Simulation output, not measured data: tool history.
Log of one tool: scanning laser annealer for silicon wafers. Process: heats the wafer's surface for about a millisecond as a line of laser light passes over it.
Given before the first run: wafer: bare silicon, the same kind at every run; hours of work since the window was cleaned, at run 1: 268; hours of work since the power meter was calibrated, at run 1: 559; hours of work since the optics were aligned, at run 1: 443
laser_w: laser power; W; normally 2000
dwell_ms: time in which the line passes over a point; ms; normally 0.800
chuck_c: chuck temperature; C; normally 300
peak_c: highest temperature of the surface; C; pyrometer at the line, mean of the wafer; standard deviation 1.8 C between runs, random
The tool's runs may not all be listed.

| run | day | laser_w | dwell_ms | chuck_c | hours of work since the window was cleaned | hours of work since the power meter was calibrated | hours of work since the optics were aligned | peak_c |
|---|---|---|---|---|---|---|---|---|
| 1 | 0.000 | 2000 | 0.800 | 300 | 268 | 559 | 443 | 987 |
| 2 | 0.554 | 2000 | 0.800 | 300 | 279 | 569 | 454 | 990 |
| 3 | 1.129 | 2000 | 0.800 | 300 | 290 | 580 | 465 | 988 |
| 4 | 2.133 | 2000 | 0.975 | 300 | 309 | 599 | 484 | 1068 |
| 5 | 2.921 | 2000 | 0.975 | 300 | 323 | 613 | 498 | 1067 |
| 6 | 3.450 | 2000 | 0.578 | 300 | 333 | 623 | 508 | 870 |
| 7 | 3.904 | 1836 | 0.578 | 300 | 342 | 632 | 517 | 819 |
|  | 4.792 | window over the wafer cleaned |
| 8 | 4.800 | 2000 | 0.800 | 300 | 0 | 647 | 532 | 1000 |
| 9 | 5.246 | 2000 | 0.800 | 300 | 9 | 655 | 540 | 1004 |
| 10 | 5.775 | 2000 | 0.800 | 313 | 18 | 665 | 550 | 1012 |
| 11 | 6.433 | 2000 | 0.800 | 335 | 31 | 678 | 563 | 1033 |
| 12 | 7.442 | 2000 | 0.800 | 300 | 50 | 697 | 582 | 998 |
| 13 | 8.408 | 2000 | 0.798 | 317 | 68 | 715 | 600 | 1011 |
| 14 | 8.879 | 1762 | 0.655 | 317 | 77 | 724 | 609 | 860 |
| 15 | 9.525 | 1762 | 0.655 | 306 | 89 | 736 | 621 | 847 |
| 16 | 10.250 | 1771 | 0.648 | 306 | 102 | 749 | 634 | 845 |
| 17 | 10.754 | 1894 | 0.648 | 306 | 112 | 759 | 644 | 884 |
| 18 | 11.212 | 1894 | 0.648 | 306 | 121 | 767 | 652 | 886 |
| 19 | 12.062 | 2000 | 0.708 | 294 | 137 | 783 | 668 | 943 |
| 20 | 12.517 | 1875 | 0.796 | 301 | 145 | 792 | 677 | 943 |
| 21 | 13.529 | 2186 | 0.657 | 292 | 164 | 811 | 696 | 968 |
| 22 | 14.329 | 2186 | 0.657 | 292 | 179 | 826 | 711 | 966 |
| 23 | 14.812 | 2186 | 0.737 | 292 | 188 | 835 | 720 | 1014 |
| 24 | 15.421 | 2000 | 0.569 | 300 | 200 | 846 | 731 | 864 |

Each row is a separate what-if for the run after 24, all from the same tool condition, not one after another. Results?
| A | 15.908 | 1711 | 0.569 | 300 | 209 | 856 | 741 | ? |
| B | 15.908 | 2189 | 0.800 | 300 | 209 | 856 | 741 | ? |
| C | 15.908 | 1959 | 0.677 | 332 | 209 | 856 | 741 | ? |
| D | 15.908 | 2195 | 0.845 | 334 | 209 | 856 | 741 | ? |

| run | peak_c |
|---|---|
| A | 775 |
| B | 1057 |
| C | 942 |
| D | 1118 |
What these runs would have given with no unlogged condition in the tool:
| run | peak_c |
|---|---|
| A | 791 |
| B | 1082 |
| C | 963 |
| D | 1143 |
